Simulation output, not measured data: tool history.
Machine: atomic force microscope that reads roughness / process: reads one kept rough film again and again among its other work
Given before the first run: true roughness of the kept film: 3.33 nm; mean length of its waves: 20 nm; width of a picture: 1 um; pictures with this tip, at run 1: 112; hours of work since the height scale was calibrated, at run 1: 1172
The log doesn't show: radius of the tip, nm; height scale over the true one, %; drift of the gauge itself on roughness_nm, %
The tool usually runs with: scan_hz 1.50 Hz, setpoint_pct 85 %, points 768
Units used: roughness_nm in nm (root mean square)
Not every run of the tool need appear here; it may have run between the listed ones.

run     day  scan_hz  setpoint_pct  points  pictures with this tip  hours of work since the height scale was calibrated  roughness_nm
  1   0.000     1.50            85     768                     112                                                 1172         2.292
  2   1.583     1.50            85     768                     190                                                 1197         2.312
      2.662  -- new tip fitted
  3   4.104     1.50            73     768                      71                                                 1235         2.480
  4   5.921     1.50            56     768                     161                                                 1263         2.597
  5   7.438     1.50            56     768                     236                                                 1286         2.624
      7.596  -- new tip fitted
  6   9.942     1.50            56     768                     115                                                 1325         2.616
  7  12.250     1.50            85     768                     229                                                 1360         2.283
     12.600  -- new tip fitted
  8  14.692     1.50            85     343                     103                                                 1398         2.257
  9  17.217     1.50            85     343                     228                                                 1436         2.258
     17.483  -- new tip fitted
 10  19.588     1.50            85     276                     104                                                 1473         2.245
 11  22.208     0.59            85     768                     233                                                 1513         2.524
     22.458  -- new tip fitted
 12  24.954     0.59            85     768                     123                                                 1555         2.510
 13  26.221     0.59            85     768                     185                                                 1574         2.532
     27.358  -- new tip fitted
 14  28.271     2.92            85     768                      45                                                 1606         2.008
 15  30.433     2.92            85     768                     151                                                 1639         2.024
     32.346  -- new tip fitted
 16  32.721     0.77            55     768                      18                                                 1674         2.658
 17  35.179     0.77            55     768                     140                                                 1712         2.679
     37.421  -- new tip fitted
 18  37.812     0.77            55     768                      20                                                 1752         2.668
 19  39.775     1.17            55     768                     117                                                 1782         2.643
     42.362  -- new tip fitted
 20  42.512     1.17            55     768                       8                                                 1824         2.634
 21  43.862     1.65            63     768                      75                                                 1845         2.535
 22  45.242     1.65            63     768                     143                                                 1866         2.550
 23  47.000     2.23            90     524                     229                                                 1893         2.038
     47.271  -- new tip fitted
 24  49.096     1.85            61     768                      90                                                 1925         2.562
 25  50.329     1.50            55     631                     151                                                 1944         2.620
     52.288  -- new tip fitted
 26  52.892     1.50            55     631                      30                                                 1983         2.610
     53.708  -- height scale calibrated on a step standard
 27  54.954     1.50            55     631                     130                                                   19         2.590
     57.321  -- new tip fitted
 28  57.329     1.11            56     768                       0                                                   55         2.644
 29  59.608     1.50            85     481                     113                                                   90         2.285

Below are 4 alternative next runs, each starting from the tool's condition after run 29. Predict each:
  A  60.796     2.53            64     399                     172                                                  109             ?
  B  60.796     2.65            70     338                     172                                                  109             ?
  C  60.796     3.44            76     768                     172                                                  109             ?
  D  60.796     2.48            85     768                     172                                                  109             ?

run  roughness_nm
  A         2.445
  B         2.317
  C         2.145
  D         2.079
With no hidden state in the tool, these same runs would have given:
run  roughness_nm
  A         2.447
  B         2.320
  C         2.147
  D         2.082

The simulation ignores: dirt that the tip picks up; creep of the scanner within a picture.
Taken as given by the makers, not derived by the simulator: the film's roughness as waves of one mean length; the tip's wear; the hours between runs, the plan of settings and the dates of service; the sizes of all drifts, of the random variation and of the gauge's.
